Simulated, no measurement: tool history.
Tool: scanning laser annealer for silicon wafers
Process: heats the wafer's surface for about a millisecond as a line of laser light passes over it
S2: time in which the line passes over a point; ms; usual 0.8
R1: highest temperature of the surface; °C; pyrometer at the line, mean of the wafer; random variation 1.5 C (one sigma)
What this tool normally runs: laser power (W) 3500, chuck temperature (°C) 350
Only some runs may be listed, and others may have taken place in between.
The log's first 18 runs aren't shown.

{"run": 19, "hour": 289.1, "laser power (W)": 3500, "S2": 0.8, "chuck temperature (°C)": 350, "R1": 1041}
{"run": 20, "hour": 302.6, "laser power (W)": 3500, "S2": 0.8, "chuck temperature (°C)": 350, "R1": 1043}
{"run": 21, "hour": 315.1, "laser power (W)": 3500, "S2": 0.88, "chuck temperature (°C)": 351, "R1": 1076}
{"run": 22, "hour": 325.1, "laser power (W)": 3500, "S2": 0.81, "chuck temperature (°C)": 352, "R1": 1048}
{"hour": 336.0, "done": "optics aligned, line set to its width, once more"}
{"run": 23, "hour": 346.2, "laser power (W)": 3500, "S2": 0.81, "chuck temperature (°C)": 352, "R1": 1056}
{"run": 24, "hour": 355.1, "laser power (W)": 3500, "S2": 0.786, "chuck temperature (°C)": 365, "R1": 1058}
{"run": 25, "hour": 367.1, "laser power (W)": 3500, "S2": 0.895, "chuck temperature (°C)": 350, "R1": 1091}
{"run": 26, "hour": 379.7, "laser power (W)": 3500, "S2": 0.895, "chuck temperature (°C)": 350, "R1": 1089}
{"run": 27, "hour": 394.7, "laser power (W)": 3500, "S2": 0.654, "chuck temperature (°C)": 310, "R1": 940}
{"run": 28, "hour": 405.5, "laser power (W)": 3355, "S2": 0.979, "chuck temperature (°C)": 366, "R1": 1099}
{"run": 29, "hour": 416.2, "laser power (W)": 3350, "S2": 0.754, "chuck temperature (°C)": 350, "R1": 988}
{"run": 30, "hour": 430.3, "laser power (W)": 3384, "S2": 0.606, "chuck temperature (°C)": 386, "R1": 968}
{"run": 31, "hour": 446.3, "laser power (W)": 3500, "S2": 0.636, "chuck temperature (°C)": 369, "R1": 987}
{"run": 32, "hour": 461.0, "laser power (W)": 3661, "S2": 0.612, "chuck temperature (°C)": 317, "R1": 963}
{"run": 33, "hour": 471.4, "laser power (W)": 3293, "S2": 0.844, "chuck temperature (°C)": 350, "R1": 1009}
{"run": 34, "hour": 485.0, "laser power (W)": 3404, "S2": 0.889, "chuck temperature (°C)": 341, "R1": 1048}
{"hour": 502.4, "done": "window over the wafer cleaned"}
{"run": 35, "hour": 506.9, "laser power (W)": 3404, "S2": 0.889, "chuck temperature (°C)": 358, "R1": 1082}
{"run": 36, "hour": 515.8, "laser power (W)": 3404, "S2": 0.889, "chuck temperature (°C)": 358, "R1": 1078}
{"run": 37, "hour": 536.9, "laser power (W)": 3430, "S2": 0.934, "chuck temperature (°C)": 383, "R1": 1130}
{"run": 38, "hour": 553.6, "laser power (W)": 3430, "S2": 0.934, "chuck temperature (°C)": 383, "R1": 1134}
{"run": 39, "hour": 571.1, "laser power (W)": 3294, "S2": 0.7, "chuck temperature (°C)": 377, "R1": 988}
{"run": 40, "hour": 583.8, "laser power (W)": 3108, "S2": 0.629, "chuck temperature (°C)": 367, "R1": 905}

Alternative continuations, all from the tool just after run 40; predict every row:
{"run": "A", "hour": 600.3, "laser power (W)": 3108, "S2": 0.573, "chuck temperature (°C)": 368, "R1": "?"}
{"run": "B", "hour": 600.3, "laser power (W)": 3805, "S2": 0.629, "chuck temperature (°C)": 367, "R1": "?"}
{"run": "C", "hour": 600.3, "laser power (W)": 3500, "S2": 0.585, "chuck temperature (°C)": 350, "R1": "?"}

run=A R1=882
run=B R1=1067
run=C R1=953
Without the tool's hidden state the same runs would have given:
run=A R1=885
run=B R1=1070
run=C R1=956
